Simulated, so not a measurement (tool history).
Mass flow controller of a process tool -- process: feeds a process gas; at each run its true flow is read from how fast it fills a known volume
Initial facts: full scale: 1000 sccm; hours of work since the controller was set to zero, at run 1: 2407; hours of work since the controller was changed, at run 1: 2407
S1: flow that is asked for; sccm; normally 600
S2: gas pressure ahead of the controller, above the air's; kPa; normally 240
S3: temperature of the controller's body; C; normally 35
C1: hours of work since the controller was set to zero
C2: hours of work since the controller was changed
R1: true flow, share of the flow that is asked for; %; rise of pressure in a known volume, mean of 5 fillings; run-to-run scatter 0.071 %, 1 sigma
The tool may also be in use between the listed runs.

{"run": 1, "day": 0.0, "S1": 600, "S2": 240, "S3": 35, "C1": 2407, "C2": 2407, "R1": 99.63}
{"run": 2, "day": 5.521, "S1": 600, "S2": 240, "S3": 35, "C1": 2503, "C2": 2503, "R1": 99.45}
{"run": 3, "day": 12.967, "S1": 600, "S2": 240, "S3": 35, "C1": 2632, "C2": 2632, "R1": 99.68}
{"run": 4, "day": 20.05, "S1": 600, "S2": 240, "S3": 35, "C1": 2754, "C2": 2754, "R1": 99.44}
{"run": 5, "day": 29.0, "S1": 600, "S2": 240, "S3": 35, "C1": 2909, "C2": 2909, "R1": 99.45}
{"run": 6, "day": 32.842, "S1": 691, "S2": 240, "S3": 35, "C1": 2975, "C2": 2975, "R1": 99.67}
{"run": 7, "day": 41.646, "S1": 691, "S2": 240, "S3": 35, "C1": 3128, "C2": 3128, "R1": 99.74}
{"run": 8, "day": 46.879, "S1": 450, "S2": 240, "S3": 35, "C1": 3218, "C2": 3218, "R1": 99.32}
{"run": 9, "day": 51.4, "S1": 600, "S2": 240, "S3": 35, "C1": 3296, "C2": 3296, "R1": 99.42}
{"run": 10, "day": 56.704, "S1": 600, "S2": 240, "S3": 35, "C1": 3388, "C2": 3388, "R1": 99.6}
{"run": 11, "day": 60.638, "S1": 584, "S2": 240, "S3": 35, "C1": 3456, "C2": 3456, "R1": 99.62}
{"run": 12, "day": 68.729, "S1": 600, "S2": 240, "S3": 35, "C1": 3596, "C2": 3596, "R1": 99.5}
{"run": 13, "day": 76.45, "S1": 600, "S2": 240, "S3": 35, "C1": 3730, "C2": 3730, "R1": 99.61}
{"run": 14, "day": 82.683, "S1": 600, "S2": 240, "S3": 35, "C1": 3837, "C2": 3837, "R1": 99.5}
{"run": 15, "day": 86.767, "S1": 668, "S2": 177, "S3": 35, "C1": 3908, "C2": 3908, "R1": 100.11}
{"run": 16, "day": 92.729, "S1": 600, "S2": 165, "S3": 37, "C1": 4011, "C2": 4011, "R1": 100.13}
{"run": 17, "day": 97.233, "S1": 292, "S2": 240, "S3": 35, "C1": 4089, "C2": 4089, "R1": 99.04}
{"run": 18, "day": 101.567, "S1": 292, "S2": 240, "S3": 35, "C1": 4164, "C2": 4164, "R1": 99.17}
{"run": 19, "day": 109.258, "S1": 238, "S2": 147, "S3": 20, "C1": 4297, "C2": 4297, "R1": 99.09}
{"run": 20, "day": 113.679, "S1": 195, "S2": 240, "S3": 21, "C1": 4373, "C2": 4373, "R1": 98.55}

Run 21, settings as shown, results not yet in. Your forecast:
{"run": 21, "day": 121.725, "S1": 600, "S2": 189, "S3": 33, "C1": 4513, "C2": 4513, "R1": "?"}

Run 21 measured R1 99.73 %.
Minus the tool's unlogged condition, the same run would have read R1 99.73 %.
